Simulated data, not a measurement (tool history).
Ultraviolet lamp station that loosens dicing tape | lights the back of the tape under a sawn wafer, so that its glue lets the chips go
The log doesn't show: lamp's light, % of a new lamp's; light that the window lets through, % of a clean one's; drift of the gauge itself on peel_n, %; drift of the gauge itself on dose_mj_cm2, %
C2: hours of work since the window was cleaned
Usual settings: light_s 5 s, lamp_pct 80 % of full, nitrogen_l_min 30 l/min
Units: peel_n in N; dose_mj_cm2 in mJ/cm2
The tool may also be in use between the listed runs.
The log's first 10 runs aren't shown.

Run 11, hour 313.6: usual settings but light_s 8 s; hours of work of the lamp 434; C2 31. Result: peel_n 0.882 N, dose_mj_cm2 557 mJ/cm2.
Run 12, hour 341.2: usual settings but light_s 8 s; hours of work of the lamp 455; C2 52. Result: peel_n 0.948 N, dose_mj_cm2 545 mJ/cm2.
Run 13, hour 373.8: usual settings; hours of work of the lamp 479; C2 77. Result: peel_n 2.226 N, dose_mj_cm2 335 mJ/cm2.
Run 14, hour 396.4: usual settings but light_s 8 s; hours of work of the lamp 497; C2 94. Result: peel_n 0.983 N, dose_mj_cm2 538 mJ/cm2.
Run 15, hour 419.0: usual settings but light_s 8 s; hours of work of the lamp 514; C2 111. Result: peel_n 1.024 N, dose_mj_cm2 531 mJ/cm2.
At hour 447.2: window cleaned of glue's vapour, once more.
Run 16, hour 461.7: usual settings; hours of work of the lamp 546; C2 11. Result: peel_n 1.974 N, dose_mj_cm2 357 mJ/cm2.
Run 17, hour 501.5: usual settings but lamp_pct 62 % of full, nitrogen_l_min 23 l/min; hours of work of the lamp 576; C2 41. Result: peel_n 3.419 N, dose_mj_cm2 273 mJ/cm2.
Run 18, hour 524.2: usual settings but lamp_pct 85 % of full; hours of work of the lamp 593; C2 58. Result: peel_n 1.908 N, dose_mj_cm2 366 mJ/cm2.
Run 19, hour 550.8: usual settings but light_s 6 s, lamp_pct 91 % of full, nitrogen_l_min 39 l/min; hours of work of the lamp 613; C2 78. Result: peel_n 1.122 N, dose_mj_cm2 463 mJ/cm2.
Run 20, hour 585.6: usual settings but light_s 2 s, nitrogen_l_min 17 l/min; hours of work of the lamp 639; C2 105. Result: peel_n 6.416 N, dose_mj_cm2 133 mJ/cm2.
Run 21, hour 614.4: usual settings but light_s 10 s, lamp_pct 98 % of full, nitrogen_l_min 57 l/min; hours of work of the lamp 661; C2 127. Result: peel_n 0.343 N, dose_mj_cm2 806 mJ/cm2.
Run 22, hour 663.5: usual settings but light_s 10 s, lamp_pct 98 % of full, nitrogen_l_min 57 l/min; hours of work of the lamp 698; C2 164. Result: peel_n 0.333 N, dose_mj_cm2 788 mJ/cm2.
Run 23, hour 688.4: usual settings but light_s 2 s, lamp_pct 67 % of full, nitrogen_l_min 14 l/min; hours of work of the lamp 717; C2 183. Result: peel_n 7.472 N, dose_mj_cm2 103 mJ/cm2.
Run 24, hour 713.4: usual settings but light_s 2 s, lamp_pct 67 % of full, nitrogen_l_min 14 l/min; hours of work of the lamp 736; C2 201. Result: peel_n 7.334 N, dose_mj_cm2 107 mJ/cm2.
Run 25, hour 735.2: usual settings but light_s 3 s, lamp_pct 86 % of full, nitrogen_l_min 35 l/min; hours of work of the lamp 753; C2 218. Result: peel_n 4.053 N, dose_mj_cm2 198 mJ/cm2.
At hour 749.9: window cleaned of glue's vapour.
Run 26, hour 760.7: usual settings but light_s 4 s, lamp_pct 83 % of full, nitrogen_l_min 51 l/min; hours of work of the lamp 772; C2 8. Result: peel_n 2.587 N, dose_mj_cm2 258 mJ/cm2.
Run 27, hour 791.9: usual settings but light_s 4 s, lamp_pct 83 % of full, nitrogen_l_min 51 l/min; hours of work of the lamp 795; C2 32. Result: peel_n 2.647 N, dose_mj_cm2 259 mJ/cm2.
Run 28, hour 827.7: usual settings but light_s 4 s, lamp_pct 83 % of full, nitrogen_l_min 51 l/min; hours of work of the lamp 822; C2 59. Result: peel_n 2.709 N, dose_mj_cm2 254 mJ/cm2.
Run 29, hour 869.0: usual settings but light_s 6 s, lamp_pct 72 % of full, nitrogen_l_min 52 l/min; hours of work of the lamp 854; C2 90. Result: peel_n 1.878 N, dose_mj_cm2 318 mJ/cm2.
Run 30, hour 911.0: usual settings but light_s 9 s, lamp_pct 82 % of full; hours of work of the lamp 885; C2 122. Result: peel_n 0.936 N, dose_mj_cm2 533 mJ/cm2.
Run 31, hour 935.5: usual settings but light_s 2 s, lamp_pct 64 % of full, nitrogen_l_min 58 l/min; hours of work of the lamp 904; C2 140. Result: peel_n 6.506 N, dose_mj_cm2 87 mJ/cm2.
Run 32, hour 969.5: usual settings but light_s 8 s; hours of work of the lamp 930; C2 166. Result: peel_n 1.428 N, dose_mj_cm2 454 mJ/cm2.

Forecast each of these 3 alternatives for the next run:
Run A, hour 1012.9: usual settings but light_s 4 s, lamp_pct 68 % of full, nitrogen_l_min 14 l/min; hours of work of the lamp 962; C2 199. Result: peel_n ?, dose_mj_cm2 ?.
Run B, hour 1012.9: usual settings but light_s 2 s, lamp_pct 74 % of full, nitrogen_l_min 16 l/min; hours of work of the lamp 962; C2 199. Result: peel_n ?, dose_mj_cm2 ?.
Run C, hour 1012.9: usual settings but light_s 4 s; hours of work of the lamp 962; C2 199. Result: peel_n ?, dose_mj_cm2 ?.

run  peel_n  dose_mj_cm2
  A   5.423          188
  B   7.449          102
  C   3.782          219
Without the tool's hidden state the same runs would have given:
run  peel_n  dose_mj_cm2
  A   3.519          305
  B   5.797          166
  C   2.016          357

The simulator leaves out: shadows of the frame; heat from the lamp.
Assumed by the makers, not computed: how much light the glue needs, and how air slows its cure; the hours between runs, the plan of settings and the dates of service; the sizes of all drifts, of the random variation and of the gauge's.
